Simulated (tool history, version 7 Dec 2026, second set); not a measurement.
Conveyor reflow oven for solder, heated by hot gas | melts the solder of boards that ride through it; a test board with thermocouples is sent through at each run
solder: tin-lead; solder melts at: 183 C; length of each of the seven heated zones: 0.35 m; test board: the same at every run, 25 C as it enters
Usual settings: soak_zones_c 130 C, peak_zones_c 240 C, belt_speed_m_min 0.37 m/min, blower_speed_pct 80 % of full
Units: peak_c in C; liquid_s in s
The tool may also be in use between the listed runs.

run    hour  soak_zones_c  peak_zones_c  belt_speed_m_min  blower_speed_pct  peak_c  liquid_s
  1       0           130           240              0.37                80   221.2      87.7
       13.7  -- thermocouples of zones 6 and 7 changed
       46.8  -- flux residue cleaned out of gas plates and filters
  2    65.5           130           240              0.37                80   219.1      84.1
  3   138.4           130           240              0.37                80   218.1      83.7
  4   225.6           130           240              0.37                80   217.3      82.3
  5     279           130           240              0.37                80   216.5      81.7
  6   316.3           130           240              0.37                80   216.2      80.4
  7   397.6           130           240              0.37                80   215.4      81.5
  8   461.2           130           240              0.37                80   215.1      79.7
  9   527.9           130           240              0.37                80   214.3      77.9
      562.1  -- flux residue cleaned out of gas plates and filters
      573.8  -- flux residue cleaned out of gas plates and filters, once more
 10   582.3           130           240              0.37                80   226.8      96.6
 11   621.6           130           240              0.37                80   226.4      94.2
      648.1  -- belt drive overhauled, speed set with a stopwatch
 12   711.5           130           240              0.37                75     223      88.3
 13   757.2           130           242              0.37                75   224.8      89.3
 14   821.8           130           242              0.37                75   223.4      88.1
 15     874           130           242              0.37                75   224.2      87.2
 16   947.9           130           242              0.37                75     223      86.8
     1000.4  -- thermocouples of zones 6 and 7 changed
 17  1002.4           139           239             0.392                75   218.2      80.9
 18  1053.2           139           242             0.392                58   214.5      75.7
     1091.9  -- flux residue cleaned out of gas plates and filters
 19  1111.9           139           242             0.392                58   218.3      82.6
 20  1201.7           139           242             0.327                84   231.1     111.6
 21    1277           122           235             0.318                78   221.8       100
 22  1361.6           122           235             0.318                78   221.1      97.2
 23  1424.5           121           243              0.37                80   224.3      84.6
 24  1487.7           140           251             0.346                80   235.4     112.1
 25    1567           130           238             0.439                80   212.2        63
     1605.8  -- flux residue cleaned out of gas plates and filters
 26  1645.6           130           240             0.357                80   226.9      96.8
 27  1725.3           130           240              0.33                80   227.7     107.3
 28    1764           130           234             0.411                80   215.9      73.1
 29  1806.4           130           234             0.432                80   213.2      65.9
 30  1881.8           130           234             0.316                71   221.3     103.2

Measured less the same run without the tool's hidden state. The same run-to-run variation is in both; the gauge's scatter may not be:
The hidden state here: heat that the gas passes to the board, % of a clean oven's; belt's true speed, % of the reading; true gas temperature in zones 6 and 7 over the reading, C; drift of the gauge itself on peak_c, C; drift of the gauge itself on liquid_s, %.
run  peak_c  liquid_s
  1    -2.8        -1
  2    -5.6      -4.6
  3    -6.3      -5.3
  4    -7.1      -6.3
  5    -7.5      -6.9
  6    -7.8      -7.4
  7    -8.5      -8.4
  8    -9.1      -9.2
  9    -9.8       -10
 10    +2.4      +6.2
 11    +2.1      +5.8
 12    +0.1        +0
 13    -0.2      -0.2
 14    -0.7      -0.7
 15    -1.2      -1.2
 16    -1.8      -1.8
 17    -3.9      -4.2
 18      -4      -4.9
 19    +0.2        +1
 20    -0.5      +0.8
 21      -1      -0.5
 22    -1.6      -1.2
 23    -2.6      -1.9
 24    -2.6      +0.1
 25    -4.3      -4.6
 26    +1.1      +2.8
 27    +0.6      +2.5
 28      +0      +1.3
 29    -0.4      +0.6
 30    -0.2      +1.5

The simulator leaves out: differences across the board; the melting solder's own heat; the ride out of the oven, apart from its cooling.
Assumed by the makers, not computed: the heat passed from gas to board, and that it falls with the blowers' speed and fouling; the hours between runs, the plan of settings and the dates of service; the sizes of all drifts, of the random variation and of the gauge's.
